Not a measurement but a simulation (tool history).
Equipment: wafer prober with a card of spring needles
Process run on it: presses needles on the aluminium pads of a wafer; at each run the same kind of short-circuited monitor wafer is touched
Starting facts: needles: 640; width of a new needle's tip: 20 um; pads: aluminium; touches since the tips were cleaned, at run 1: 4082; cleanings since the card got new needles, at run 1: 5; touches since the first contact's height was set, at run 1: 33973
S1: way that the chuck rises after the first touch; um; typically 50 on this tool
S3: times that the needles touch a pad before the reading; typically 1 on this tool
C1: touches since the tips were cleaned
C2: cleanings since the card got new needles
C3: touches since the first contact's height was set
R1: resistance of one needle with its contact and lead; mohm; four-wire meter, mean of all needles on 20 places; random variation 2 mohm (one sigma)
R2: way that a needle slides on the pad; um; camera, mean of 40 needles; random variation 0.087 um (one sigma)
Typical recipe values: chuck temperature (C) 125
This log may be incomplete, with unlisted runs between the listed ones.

Run 1, hour 0: usual settings; C1 4082; C2 5; C3 33973. Result: R1 258 mohm, R2 12 um.
At hour 7.8: tips cleaned on abrasive film.
At hour 30.6: tips cleaned on abrasive film.
Run 2, hour 33: usual settings; C1 702; C2 7; C3 43475. Result: R1 233 mohm, R2 11.8 um.
At hour 50.4: tips cleaned on abrasive film.
At hour 70.4: tips cleaned on abrasive film.
Run 3, hour 70.4: usual settings but chuck temperature (C) 121; C1 0; C2 9; C3 54217. Result: R1 216 mohm, R2 12.03 um.
At hour 90.6: tips cleaned on abrasive film.
Run 4, hour 91.1: usual settings but chuck temperature (C) 121; C1 119; C2 10; C3 60177. Result: R1 222 mohm, R2 11.91 um.
At hour 111.2: tips cleaned on abrasive film.
Run 5, hour 122.8: usual settings but chuck temperature (C) 121; C1 3374; C2 11; C3 69337. Result: R1 254 mohm, R2 12.04 um.
At hour 131.6: tips cleaned on abrasive film.
At hour 152.9: tips cleaned on abrasive film.
Run 6, hour 161.7: usual settings but chuck temperature (C) 110; C1 2566; C2 13; C3 80538. Result: R1 244 mohm, R2 11.96 um.
At hour 172.5: tips cleaned on abrasive film.
Run 7, hour 182.3: usual settings; C1 2836; C2 14; C3 86463. Result: R1 251 mohm, R2 12.01 um.
At hour 192.6: tips cleaned on abrasive film.
At hour 213.4: tips cleaned on abrasive film.
Run 8, hour 225: usual settings; C1 3339; C2 16; C3 98748. Result: R1 254 mohm, R2 11.84 um.
At hour 233.1: tips cleaned on abrasive film.
Run 9, hour 251.9: usual settings but S1 39 um, chuck temperature (C) 72, S3 3; C1 5446; C2 17; C3 106524. Result: R1 243 mohm, R2 9.18 um.
At hour 255: tips cleaned on abrasive film.
At hour 274.8: tips cleaned on abrasive film.
Run 10, hour 293: usual settings but chuck temperature (C) 89; C1 5270; C2 19; C3 118344. Result: R1 257 mohm, R2 11.86 um.
At hour 295.9: tips cleaned on abrasive film.
At hour 317.1: tips cleaned on abrasive film.
Run 11, hour 317.1: usual settings but chuck temperature (C) 89; C1 0; C2 21; C3 125276. Result: R1 214 mohm, R2 11.84 um.
At hour 319.3: height of the first contact set anew.
At hour 339.3: tips cleaned on abrasive film.
Run 12, hour 351.7: usual settings but chuck temperature (C) 89; C1 3579; C2 22; C3 9350. Result: R1 255 mohm, R2 11.61 um.
At hour 359.9: tips cleaned on abrasive film.
Run 13, hour 378.6: usual settings but S1 34 um, S3 2; C1 5403; C2 23; C3 17103. Result: R1 291 mohm, R2 7.78 um.
At hour 381.2: tips cleaned on abrasive film.
At hour 402.4: tips cleaned on abrasive film.
At hour 406.3: height of the first contact set anew, once more.
Run 14, hour 420.9: usual settings but S1 34 um, S3 2; C1 5272; C2 25; C3 4231. Result: R1 281 mohm, R2 8.27 um.

Run 15 has not been measured yet. What should we expect?
At hour 423.4: tips cleaned on abrasive film.
At hour 444.1: tips cleaned on abrasive film.
Run 15, hour 462.5: usual settings but S1 34 um, S3 2; C1 5317; C2 27; C3 16213. Result: R1 ?, R2 ?.

Run 15 produced R1 285 mohm, R2 8.29 um.
Take away the tool's hidden state, keep the run-to-run variation as it was, and the same run would have given R1 231 mohm, R2 8.32 um.

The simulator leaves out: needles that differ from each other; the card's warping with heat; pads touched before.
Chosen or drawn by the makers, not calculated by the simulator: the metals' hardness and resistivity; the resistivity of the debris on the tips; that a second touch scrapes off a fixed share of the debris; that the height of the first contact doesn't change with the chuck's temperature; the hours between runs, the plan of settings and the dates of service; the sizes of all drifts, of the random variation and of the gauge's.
